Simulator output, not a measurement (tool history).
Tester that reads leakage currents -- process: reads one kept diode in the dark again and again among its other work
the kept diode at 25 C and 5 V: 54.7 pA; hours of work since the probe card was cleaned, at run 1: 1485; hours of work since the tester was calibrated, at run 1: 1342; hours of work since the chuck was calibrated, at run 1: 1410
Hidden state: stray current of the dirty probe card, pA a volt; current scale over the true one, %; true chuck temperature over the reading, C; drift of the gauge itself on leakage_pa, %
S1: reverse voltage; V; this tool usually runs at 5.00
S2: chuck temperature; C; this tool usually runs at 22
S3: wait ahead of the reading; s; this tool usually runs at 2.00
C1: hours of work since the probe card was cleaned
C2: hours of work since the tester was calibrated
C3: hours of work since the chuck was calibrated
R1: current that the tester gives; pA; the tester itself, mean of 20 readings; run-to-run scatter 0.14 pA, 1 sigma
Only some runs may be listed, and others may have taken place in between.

run	day	S1	S2	S3	C1	C2	C3	R1
1	0.000	5.00	22	2.00	1485	1342	1410	44.14
2	2.750	5.00	22	2.00	1512	1368	1437	44.44
3	7.133	5.00	22	2.00	1554	1411	1479	44.18
4	10.296	5.48	22	2.00	1585	1441	1510	46.16
5	15.050	5.00	22	0.35	1631	1487	1556	48.48
6	17.838	5.00	22	0.35	1658	1514	1583	48.31
7	23.179	5.00	22	2.00	1710	1566	1635	44.26
8	28.712	5.00	22	6.88	1764	1620	1688	43.62
9	31.379	5.00	22	6.88	1789	1646	1714	43.66
10	35.533	5.00	22	6.88	1830	1686	1754	43.44
11	39.525	5.00	22	6.88	1868	1725	1793	43.75
12	42.217	5.00	22	6.88	1895	1751	1819	43.69
13	47.083	5.00	22	6.88	1942	1798	1866	43.54
14	50.246	5.00	22	6.43	1972	1829	1897	43.71
15	53.754	5.00	22	6.43	2006	1863	1931	43.53
16	58.167	5.00	22	6.43	2049	1905	1974	43.80
17	61.096	5.00	22	6.42	2078	1934	2002	43.70
18	65.104	5.00	22	6.42	2116	1973	2041	43.78
19	70.700	5.00	22	2.00	2171	2027	2095	44.27
20	76.333	5.00	22	2.00	2225	2082	2150	44.08
21	79.879	5.00	22	2.00	2260	2116	2184	44.18
22	82.296	5.00	29	2.00	2283	2139	2208	75.65
23	87.421	5.00	29	2.00	2333	2189	2257	75.52
24	92.871	5.00	29	2.00	2386	2242	2310	75.61
# day 94.454: probe card cleaned and baked
25	95.921	5.00	29	2.00	14	2270	2339	75.41
26	101.546	5.00	30	0.52	69	2325	2393	83.97
27	106.975	5.00	30	0.52	121	2377	2446	83.87
# day 109.379: chuck's temperature calibrated
28	110.750	5.00	40	1.18	157	2413	13	167.81
29	115.075	13.52	24	0.73	199	2455	55	84.85
30	119.833	13.52	24	0.73	245	2501	101	84.97
# day 122.317: tester calibrated
31	123.792	13.52	24	0.73	283	14	139	85.18
32	127.725	1.69	45	0.56	321	52	177	148.12
33	131.562	1.69	45	0.56	358	90	214	148.00
34	135.879	1.69	45	0.56	400	131	256	147.05
35	141.696	2.10	38	2.00	456	188	312	98.92
36	146.496	2.10	38	2.00	503	234	359	99.57
37	149.404	12.90	21	6.06	531	263	387	61.44
38	153.288	12.90	21	6.06	569	300	425	61.55
39	157.617	12.90	21	6.06	611	342	467	60.93

Predict each of these 3 candidate next runs independently; none follows another, all start after run 39:
A	163.229	7.39	29	0.35	665	397	521	?
B	163.229	12.90	21	1.74	665	397	521	?
C	163.229	1.11	21	2.53	665	397	521	?

run	R1
A	96.61
B	63.32
C	20.83
Without the tool's hidden state the same runs would have given:
run	R1
A	96.60
B	63.30
C	20.83
